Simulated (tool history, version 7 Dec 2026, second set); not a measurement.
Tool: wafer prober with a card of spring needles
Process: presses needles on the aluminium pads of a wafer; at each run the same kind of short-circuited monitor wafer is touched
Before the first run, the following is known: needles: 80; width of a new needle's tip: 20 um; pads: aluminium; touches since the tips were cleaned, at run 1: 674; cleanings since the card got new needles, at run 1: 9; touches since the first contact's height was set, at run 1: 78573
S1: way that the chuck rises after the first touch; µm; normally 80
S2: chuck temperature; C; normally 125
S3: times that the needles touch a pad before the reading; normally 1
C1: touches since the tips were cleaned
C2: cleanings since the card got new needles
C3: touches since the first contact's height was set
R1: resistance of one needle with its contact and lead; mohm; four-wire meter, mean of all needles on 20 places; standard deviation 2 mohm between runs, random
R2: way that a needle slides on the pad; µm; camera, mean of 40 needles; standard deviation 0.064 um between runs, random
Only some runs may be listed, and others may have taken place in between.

{"run": 1, "hour": 0.0, "S1": 80, "S2": 125, "S3": 1, "C1": 674, "C2": 9, "C3": 78573, "R1": 214, "R2": 21.75}
{"hour": 16.2, "done": "tips cleaned on abrasive film"}
{"run": 2, "hour": 28.5, "S1": 80, "S2": 88, "S3": 1, "C1": 5710, "C2": 10, "C3": 91780, "R1": 206, "R2": 21.71}
{"hour": 33.1, "done": "tips cleaned on abrasive film"}
{"hour": 50.4, "done": "tips cleaned on abrasive film"}
{"run": 3, "hour": 52.1, "S1": 80, "S2": 88, "S3": 1, "C1": 799, "C2": 12, "C3": 102711, "R1": 205, "R2": 21.69}
{"hour": 68.4, "done": "tips cleaned on abrasive film"}
{"run": 4, "hour": 71.1, "S1": 80, "S2": 88, "S3": 1, "C1": 1294, "C2": 13, "C3": 111510, "R1": 206, "R2": 21.53}
{"hour": 86.1, "done": "tips cleaned on abrasive film"}
{"run": 5, "hour": 96.4, "S1": 80, "S2": 125, "S3": 1, "C1": 4822, "C2": 14, "C3": 123232, "R1": 216, "R2": 21.63}
{"hour": 103.6, "done": "tips cleaned on abrasive film"}
{"run": 6, "hour": 112.2, "S1": 80, "S2": 75, "S3": 1, "C1": 4019, "C2": 15, "C3": 130539, "R1": 203, "R2": 21.63}
{"hour": 120.4, "done": "tips cleaned on abrasive film"}
{"run": 7, "hour": 131.1, "S1": 80, "S2": 125, "S3": 1, "C1": 4949, "C2": 16, "C3": 139266, "R1": 214, "R2": 21.52}
{"hour": 137.3, "done": "tips cleaned on abrasive film"}
{"hour": 155.2, "done": "tips cleaned on abrasive film"}
{"run": 8, "hour": 157.4, "S1": 80, "S2": 125, "S3": 1, "C1": 1046, "C2": 18, "C3": 151450, "R1": 213, "R2": 21.69}
{"hour": 172.7, "done": "tips cleaned on abrasive film"}
{"run": 9, "hour": 176.3, "S1": 80, "S2": 125, "S3": 1, "C1": 1701, "C2": 19, "C3": 160204, "R1": 210, "R2": 21.65}
{"hour": 189.9, "done": "tips cleaned on abrasive film"}
{"run": 10, "hour": 197.7, "S1": 80, "S2": 125, "S3": 1, "C1": 3656, "C2": 20, "C3": 170124, "R1": 213, "R2": 21.61}
{"hour": 206.7, "done": "tips cleaned on abrasive film"}
{"run": 11, "hour": 221.9, "S1": 80, "S2": 125, "S3": 1, "C1": 7102, "C2": 21, "C3": 181341, "R1": 212, "R2": 21.58}
{"hour": 223.7, "done": "tips cleaned on abrasive film"}
{"run": 12, "hour": 235.1, "S1": 80, "S2": 125, "S3": 1, "C1": 5287, "C2": 22, "C3": 187411, "R1": 216, "R2": 21.49}
{"hour": 240.8, "done": "tips cleaned on abrasive film"}
{"run": 13, "hour": 250.5, "S1": 80, "S2": 125, "S3": 1, "C1": 4488, "C2": 23, "C3": 194537, "R1": 215, "R2": 21.55}
{"hour": 258.0, "done": "tips cleaned on abrasive film"}
{"hour": 275.5, "done": "tips cleaned on abrasive film"}
{"run": 14, "hour": 276.8, "S1": 80, "S2": 125, "S3": 1, "C1": 594, "C2": 25, "C3": 206706, "R1": 215, "R2": 21.47}
{"hour": 293.2, "done": "tips cleaned on abrasive film"}
{"run": 15, "hour": 293.2, "S1": 80, "S2": 125, "S3": 1, "C1": 0, "C2": 26, "C3": 214279, "R1": 213, "R2": 21.65}
{"hour": 310.1, "done": "tips cleaned on abrasive film"}
{"run": 16, "hour": 318.1, "S1": 80, "S2": 125, "S3": 1, "C1": 3717, "C2": 27, "C3": 225837, "R1": 212, "R2": 21.5}
{"hour": 327.3, "done": "tips cleaned on abrasive film"}
{"hour": 338.7, "done": "height of the first contact set anew"}
{"hour": 344.3, "done": "tips cleaned on abrasive film"}
{"run": 17, "hour": 344.3, "S1": 90, "S2": 89, "S3": 2, "C1": 0, "C2": 29, "C3": 2586, "R1": 200, "R2": 24.15}
{"hour": 361.9, "done": "tips cleaned on abrasive film"}
{"run": 18, "hour": 376.5, "S1": 100, "S2": 123, "S3": 3, "C1": 6793, "C2": 30, "C3": 17514, "R1": 207, "R2": 26.71}
{"hour": 379.8, "done": "tips cleaned on abrasive film"}
{"run": 19, "hour": 393.6, "S1": 80, "S2": 75, "S3": 1, "C1": 6420, "C2": 31, "C3": 25433, "R1": 203, "R2": 21.4}
{"hour": 399.1, "done": "tips cleaned on abrasive film"}
{"hour": 418.7, "done": "tips cleaned on abrasive film"}
{"run": 20, "hour": 426.1, "S1": 94, "S2": 93, "S3": 2, "C1": 3441, "C2": 33, "C3": 40463, "R1": 204, "R2": 25.18}
{"hour": 436.0, "done": "tips cleaned on abrasive film"}
{"hour": 454.9, "done": "tips cleaned on abrasive film"}
{"run": 21, "hour": 455.2, "S1": 94, "S2": 93, "S3": 2, "C1": 162, "C2": 35, "C3": 53945, "R1": 201, "R2": 25.13}
{"hour": 473.5, "done": "tips cleaned on abrasive film"}
{"run": 22, "hour": 482.9, "S1": 80, "S2": 57, "S3": 1, "C1": 4357, "C2": 36, "C3": 66778, "R1": 198, "R2": 21.34}
{"hour": 491.8, "done": "tips cleaned on abrasive film"}
{"hour": 509.6, "done": "tips cleaned on abrasive film"}
{"run": 23, "hour": 512.4, "S1": 80, "S2": 105, "S3": 1, "C1": 1303, "C2": 38, "C3": 80416, "R1": 207, "R2": 21.43}
{"hour": 527.3, "done": "tips cleaned on abrasive film"}
{"run": 24, "hour": 542.9, "S1": 69, "S2": 125, "S3": 2, "C1": 7252, "C2": 39, "C3": 94582, "R1": 216, "R2": 18.41}
{"hour": 545.8, "done": "tips cleaned on abrasive film"}
{"hour": 563.2, "done": "tips cleaned on abrasive film"}
{"run": 25, "hour": 568.7, "S1": 69, "S2": 125, "S3": 2, "C1": 2571, "C2": 41, "C3": 106509, "R1": 216, "R2": 18.3}
{"hour": 581.2, "done": "tips cleaned on abrasive film"}
{"run": 26, "hour": 589.4, "S1": 81, "S2": 125, "S3": 2, "C1": 3827, "C2": 42, "C3": 116102, "R1": 215, "R2": 21.57}
{"hour": 598.8, "done": "tips cleaned on abrasive film"}
{"hour": 617.1, "done": "tips cleaned on abrasive film"}
{"run": 27, "hour": 618.2, "S1": 81, "S2": 125, "S3": 2, "C1": 504, "C2": 44, "C3": 129384, "R1": 213, "R2": 21.54}
{"hour": 634.1, "done": "tips cleaned on abrasive film"}
{"run": 28, "hour": 637.9, "S1": 81, "S2": 125, "S3": 3, "C1": 1775, "C2": 45, "C3": 138554, "R1": 212, "R2": 21.57}
{"hour": 651.5, "done": "tips cleaned on abrasive film"}
{"run": 29, "hour": 660.6, "S1": 80, "S2": 64, "S3": 3, "C1": 4219, "C2": 46, "C3": 149057, "R1": 196, "R2": 21.2}
{"hour": 669.5, "done": "tips cleaned on abrasive film"}
{"run": 30, "hour": 674.0, "S1": 93, "S2": 31, "S3": 2, "C1": 2099, "C2": 47, "C3": 155233, "R1": 187, "R2": 24.72}
{"hour": 688.5, "done": "tips cleaned on abrasive film"}
{"run": 31, "hour": 690.2, "S1": 64, "S2": 40, "S3": 2, "C1": 797, "C2": 48, "C3": 162746, "R1": 200, "R2": 17.03}
{"run": 32, "hour": 704.8, "S1": 66, "S2": 40, "S3": 3, "C1": 7583, "C2": 48, "C3": 169532, "R1": 199, "R2": 17.62}

Forecast each of these 4 alternatives for the next run:
{"hour": 707.4, "done": "tips cleaned on abrasive film"}
{"hour": 726.0, "done": "tips cleaned on abrasive film"}
{"run": "A", "hour": 729.6, "S1": 71, "S2": 125, "S3": 2, "C1": 1670, "C2": 50, "C3": 180996, "R1": "?", "R2": "?"}
{"hour": 707.4, "done": "tips cleaned on abrasive film"}
{"hour": 726.0, "done": "tips cleaned on abrasive film"}
{"run": "B", "hour": 729.6, "S1": 80, "S2": 53, "S3": 2, "C1": 1670, "C2": 50, "C3": 180996, "R1": "?", "R2": "?"}
{"hour": 707.4, "done": "tips cleaned on abrasive film"}
{"hour": 726.0, "done": "tips cleaned on abrasive film"}
{"run": "C", "hour": 729.6, "S1": 93, "S2": 87, "S3": 2, "C1": 1670, "C2": 50, "C3": 180996, "R1": "?", "R2": "?"}
{"hour": 707.4, "done": "tips cleaned on abrasive film"}
{"hour": 726.0, "done": "tips cleaned on abrasive film"}
{"run": "D", "hour": 729.6, "S1": 82, "S2": 45, "S3": 1, "C1": 1670, "C2": 50, "C3": 180996, "R1": "?", "R2": "?"}

run=A R1=213 R2=18.92
run=B R1=193 R2=21.25
run=C R1=199 R2=24.76
run=D R1=195 R2=21.7
Stripped of hidden state, with their random variation kept, the same runs would have yielded:
run=A R1=213 R2=19.34
run=B R1=193 R2=21.73
run=C R1=199 R2=25.32
run=D R1=195 R2=22.19
